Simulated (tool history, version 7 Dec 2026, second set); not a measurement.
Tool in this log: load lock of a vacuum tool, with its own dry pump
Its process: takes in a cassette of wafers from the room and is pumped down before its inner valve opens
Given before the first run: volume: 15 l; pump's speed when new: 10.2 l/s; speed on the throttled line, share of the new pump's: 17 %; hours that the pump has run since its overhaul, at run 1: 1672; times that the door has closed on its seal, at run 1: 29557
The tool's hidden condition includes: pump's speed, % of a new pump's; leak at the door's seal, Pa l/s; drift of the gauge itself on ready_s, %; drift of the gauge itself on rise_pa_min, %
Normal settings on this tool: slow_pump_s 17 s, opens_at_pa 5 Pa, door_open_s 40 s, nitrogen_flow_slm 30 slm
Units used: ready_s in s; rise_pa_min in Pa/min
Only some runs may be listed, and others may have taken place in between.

run    hour  slow_pump_s  opens_at_pa  door_open_s  nitrogen_flow_slm  hours that the pump has run since its overhaul  times that the door has closed on its seal  incoming humidity of the room's air, %  ready_s  rise_pa_min
  1     0.0           17            5           40                 30                                            1672                                       29557                                    43.5     29.2        0.201
  2   127.3           17            5           40                 30                                            1799                                       30002                                    43.1     29.0        0.200
  3   247.4           17            5           40                 30                                            1919                                       30421                                    49.3     29.1        0.209
  4   431.4           17            6           40                 30                                            2103                                       31063                                    46.7     29.3        0.214
  5   518.0           17            6           40                 30                                            2190                                       31366                                    43.1     28.4        0.216
  6   678.5           17            5           40                 30                                            2350                                       31926                                    47.9     29.5        0.219
  7   766.1           17            5           40                 14                                            2438                                       32232                                    43.8     29.7        0.233
  8   944.6           10            5           40                 14                                            2617                                       32855                                    42.2     23.5        0.239
  9  1033.1           17            5           40                 30                                            2705                                       33164                                    49.7     29.7        0.238
 10  1133.4           17            8           40                 30                                            2805                                       33514                                    48.6     27.7        0.236
 11  1235.6           17            8           40                 30                                            2908                                       33871                                    44.6     29.1        0.237
 12  1401.1           17            8           40                 30                                            3073                                       34449                                    46.3     28.6        0.243

Run 13 has not been measured yet. What should we expect?
 13  1530.2           17            5           40                 30                                            3202                                       34900                                    45.2        ?            ?

{"run 13": {"ready_s": 29.7, "rise_pa_min": 0.243}}
With no hidden state in the tool, this same run would have given ready_s 29.2 s, rise_pa_min 0.043 Pa/min.
